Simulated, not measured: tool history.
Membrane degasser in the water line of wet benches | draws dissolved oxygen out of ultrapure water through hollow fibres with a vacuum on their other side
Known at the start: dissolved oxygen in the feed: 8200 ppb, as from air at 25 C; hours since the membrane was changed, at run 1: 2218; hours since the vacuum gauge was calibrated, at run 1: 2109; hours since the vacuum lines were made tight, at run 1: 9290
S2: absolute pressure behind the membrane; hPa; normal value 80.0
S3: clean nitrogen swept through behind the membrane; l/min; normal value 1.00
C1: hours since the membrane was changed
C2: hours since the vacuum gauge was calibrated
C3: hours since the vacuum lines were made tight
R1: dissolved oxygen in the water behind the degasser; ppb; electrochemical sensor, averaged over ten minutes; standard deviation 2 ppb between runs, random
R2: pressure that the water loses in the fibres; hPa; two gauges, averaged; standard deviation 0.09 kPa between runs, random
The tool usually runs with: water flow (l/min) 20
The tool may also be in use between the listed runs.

run 1 hour=0.0 | water_flow_(l/min)=20 S2=80.0 S3=1.00 | C1=2218 C2=2109 C3=9290 | R1=229.2 R2=269.7
run 2 hour=56.2 | water_flow_(l/min)=20 S2=80.0 S3=1.00 | C1=2274 C2=2166 C3=9346 | R1=232.2 R2=270.9
run 3 hour=87.7 | water_flow_(l/min)=20 S2=80.0 S3=1.00 | C1=2306 C2=2197 C3=9378 | R1=229.5 R2=270.4
run 4 hour=126.5 | water_flow_(l/min)=20 S2=112.0 S3=1.00 | C1=2344 C2=2236 C3=9417 | R1=367.7 R2=268.9
run 5 hour=193.7 | water_flow_(l/min)=20 S2=80.0 S3=0.52 | C1=2412 C2=2303 C3=9484 | R1=377.5 R2=270.6
run 6 hour=228.0 | water_flow_(l/min)=20 S2=80.0 S3=0.52 | C1=2446 C2=2337 C3=9518 | R1=379.6 R2=271.0
run 7 hour=286.3 | water_flow_(l/min)=20 S2=80.0 S3=1.00 | C1=2504 C2=2396 C3=9576 | R1=232.1 R2=271.3
run 8 hour=349.5 | water_flow_(l/min)=20 S2=78.0 S3=1.00 | C1=2567 C2=2459 C3=9640 | R1=224.8 R2=271.4
run 9 hour=392.9 | water_flow_(l/min)=20 S2=80.0 S3=1.00 | C1=2611 C2=2502 C3=9683 | R1=230.6 R2=271.2
run 10 hour=433.3 | water_flow_(l/min)=20 S2=80.0 S3=1.00 | C1=2651 C2=2543 C3=9724 | R1=229.3 R2=271.2
-- hour=437.5 vacuum gauge calibrated
run 11 hour=490.2 | water_flow_(l/min)=20 S2=80.0 S3=1.00 | C1=2708 C2=53 C3=9780 | R1=234.7 R2=271.2
run 12 hour=524.2 | water_flow_(l/min)=26 S2=80.0 S3=1.00 | C1=2741 C2=87 C3=9814 | R1=302.7 R2=351.5
-- hour=544.7 seals of the vacuum lines changed
run 13 hour=563.2 | water_flow_(l/min)=26 S2=80.0 S3=1.00 | C1=2779 C2=124 C3=18 | R1=306.1 R2=352.3
run 14 hour=592.7 | water_flow_(l/min)=26 S2=80.0 S3=1.00 | C1=2808 C2=153 C3=48 | R1=304.8 R2=351.6
-- hour=617.3 vacuum gauge calibrated, once more
run 15 hour=621.1 | water_flow_(l/min)=20 S2=80.0 S3=1.00 | C1=2836 C2=4 C3=76 | R1=218.3 R2=272.7
run 16 hour=669.2 | water_flow_(l/min)=19 S2=80.0 S3=1.00 | C1=2884 C2=52 C3=124 | R1=207.3 R2=256.2
run 17 hour=721.5 | water_flow_(l/min)=14 S2=115.5 S3=1.00 | C1=2936 C2=104 C3=176 | R1=257.2 R2=189.2
run 18 hour=765.6 | water_flow_(l/min)=29 S2=97.6 S3=0.44 | C1=2980 C2=148 C3=220 | R1=738.3 R2=392.7
run 19 hour=830.7 | water_flow_(l/min)=28 S2=82.7 S3=0.76 | C1=3046 C2=213 C3=285 | R1=392.5 R2=378.1
run 20 hour=865.6 | water_flow_(l/min)=28 S2=84.2 S3=0.76 | C1=3080 C2=248 C3=320 | R1=404.5 R2=379.7
run 21 hour=906.6 | water_flow_(l/min)=23 S2=57.9 S3=1.13 | C1=3121 C2=289 C3=361 | R1=132.9 R2=310.0
run 22 hour=943.8 | water_flow_(l/min)=28 S2=80.0 S3=1.00 | C1=3159 C2=327 C3=399 | R1=307.1 R2=379.7
run 23 hour=1002.3 | water_flow_(l/min)=17 S2=90.2 S3=0.46 | C1=3217 C2=385 C3=457 | R1=428.6 R2=230.7
run 24 hour=1062.7 | water_flow_(l/min)=17 S2=90.2 S3=0.46 | C1=3278 C2=445 C3=517 | R1=428.6 R2=230.3
run 25 hour=1108.4 | water_flow_(l/min)=17 S2=79.4 S3=0.97 | C1=3323 C2=491 C3=563 | R1=191.5 R2=230.8
run 26 hour=1144.1 | water_flow_(l/min)=27 S2=79.4 S3=0.64 | C1=3359 C2=527 C3=599 | R1=410.4 R2=367.6
run 27 hour=1194.9 | water_flow_(l/min)=26 S2=93.0 S3=0.64 | C1=3410 C2=578 C3=650 | R1=499.1 R2=352.5
run 28 hour=1222.2 | water_flow_(l/min)=30 S2=80.0 S3=1.33 | C1=3437 C2=605 C3=677 | R1=276.9 R2=406.4
run 29 hour=1283.3 | water_flow_(l/min)=20 S2=84.2 S3=1.00 | C1=3498 C2=666 C3=738 | R1=239.0 R2=273.2
run 30 hour=1337.8 | water_flow_(l/min)=20 S2=174.7 S3=1.00 | C1=3553 C2=721 C3=793 | R1=610.3 R2=272.1
run 31 hour=1382.2 | water_flow_(l/min)=22 S2=99.9 S3=1.29 | C1=3597 C2=765 C3=837 | R1=272.2 R2=298.5
run 32 hour=1412.0 | water_flow_(l/min)=20 S2=136.1 S3=1.00 | C1=3627 C2=795 C3=867 | R1=455.1 R2=271.5

Hidden state at the last listed run before each entry between runs and at the first one after, where it differs:
In the gap between runs 10 and 11: vacuum gauge calibrated (hour 437.5)
  membrane still open, %: 99.2 -> 99.1; true pressure behind the membrane over the reading, kPa: 0.18 -> 0.3; air that leaks in behind the membrane, l/min: 0.0302 -> 0.0304
  what was measured, less what the result would be without the hidden state, R1: +12.7 -> +18.2 ppb; R2: +2.3 -> +2.3 hPa
In the gap between runs 12 and 13: seals of the vacuum lines changed (hour 544.7)
  true pressure behind the membrane over the reading, kPa: 0.3 -> 0.31; air that leaks in behind the membrane, l/min: 0.0305 -> 0.0028
  what was measured, less what the result would be without the hidden state, R1: +20.5 -> +17.7 ppb; R2: +3.1 -> +3.1 hPa
In the gap between runs 14 and 15: vacuum gauge calibrated, once more (hour 617.3)
  true pressure behind the membrane over the reading, kPa: 0.31 -> -0.03; air that leaks in behind the membrane, l/min: 0.0029 -> 0.003
  what was measured, less what the result would be without the hidden state, R1: +17.8 -> -0.5 ppb; R2: +3.2 -> +2.5 hPa
